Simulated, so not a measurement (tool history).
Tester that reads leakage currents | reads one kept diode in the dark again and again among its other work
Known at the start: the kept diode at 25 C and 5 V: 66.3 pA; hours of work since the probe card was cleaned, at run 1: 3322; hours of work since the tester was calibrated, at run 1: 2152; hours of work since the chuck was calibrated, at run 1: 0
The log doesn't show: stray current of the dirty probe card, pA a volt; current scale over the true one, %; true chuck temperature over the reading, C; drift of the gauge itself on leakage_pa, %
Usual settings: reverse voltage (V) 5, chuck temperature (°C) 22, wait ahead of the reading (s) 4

| run | day | reverse voltage (V) | chuck temperature (°C) | wait ahead of the reading (s) | hours of work since the probe card was cleaned | hours of work since the tester was calibrated | hours of work since the chuck was calibrated | current that the tester gives (pA) |
|---|---|---|---|---|---|---|---|---|
| 1 | 0 | 5 | 22 | 4 | 3322 | 2152 | 0 | 52.55 |
| 2 | 8.442 | 5 | 22 | 4 | 3441 | 2271 | 119 | 51.45 |
| 3 | 12.829 | 17.21 | 22 | 4 | 3503 | 2333 | 181 | 100.65 |
| 4 | 20.379 | 17.21 | 22 | 4 | 3609 | 2439 | 287 | 99.77 |
| 5 | 25.562 | 17.21 | 56 | 4 | 3682 | 2512 | 360 | 1454.94 |
| 6 | 32.008 | 17.21 | 56 | 4 | 3773 | 2603 | 451 | 1439.08 |
| 7 | 37.242 | 5 | 22 | 1.49 | 3847 | 2677 | 525 | 48.73 |
|  | 45.258 | probe card cleaned and baked |
| 8 | 45.608 | 8.35 | 22 | 1.49 | 5 | 2793 | 641 | 61.6 |
| 9 | 54.862 | 8.35 | 22 | 1.49 | 135 | 2923 | 771 | 60.18 |
| 10 | 59.767 | 8.35 | 22 | 1.49 | 204 | 2992 | 840 | 59.87 |
| 11 | 66.533 | 8.35 | 22 | 1.49 | 300 | 3088 | 936 | 58.31 |
|  | 69.75 | chuck's temperature calibrated |
| 12 | 71.362 | 8.35 | 22 | 0.52 | 367 | 3155 | 23 | 73.13 |
| 13 | 76.208 | 8.35 | 22 | 0.52 | 435 | 3223 | 91 | 72.2 |
| 14 | 82.967 | 8.35 | 22 | 0.52 | 530 | 3318 | 186 | 71.19 |
| 15 | 87.521 | 2.05 | 40 | 4 | 594 | 3382 | 250 | 145.01 |
| 16 | 91.767 | 5 | 28 | 6.51 | 654 | 3442 | 310 | 84.85 |
| 17 | 100.65 | 5 | 28 | 4.38 | 779 | 3567 | 435 | 83.33 |
| 18 | 107.646 | 5 | 22 | 1.09 | 878 | 3666 | 534 | 49.28 |
| 19 | 117.138 | 5 | 22 | 1.09 | 1012 | 3800 | 668 | 48.59 |
| 20 | 126.533 | 4.13 | 23 | 8.75 | 1144 | 3932 | 800 | 45.59 |
| 21 | 133.629 | 4.13 | 23 | 8.75 | 1244 | 4032 | 900 | 45.09 |
|  | 139.146 | chuck's temperature calibrated |
| 22 | 141.192 | 16.69 | 25 | 2.4 | 1349 | 4137 | 29 | 131.62 |
| 23 | 150.017 | 16.69 | 25 | 2.4 | 1474 | 4262 | 153 | 128.92 |
| 24 | 157.579 | 2.33 | 22 | 7.98 | 1580 | 4368 | 260 | 33.32 |

3 ways to go on from here, each from the tool as it stands after run 24. What would each give?
| A | 165.633 | 4.44 | 22 | 2.02 | 1694 | 4482 | 373 | ? |
| B | 165.633 | 2.23 | 37 | 7.98 | 1694 | 4482 | 373 | ? |
| C | 165.633 | 5 | 22 | 5.7 | 1694 | 4482 | 373 | ? |

| run | current that the tester gives (pA) |
|---|---|
| A | 46.98 |
| B | 115.67 |
| C | 49.68 |
Without the tool's hidden state the same runs would have given:
| run | current that the tester gives (pA) |
|---|---|
| A | 48.44 |
| B | 120.02 |
| C | 51.2 |
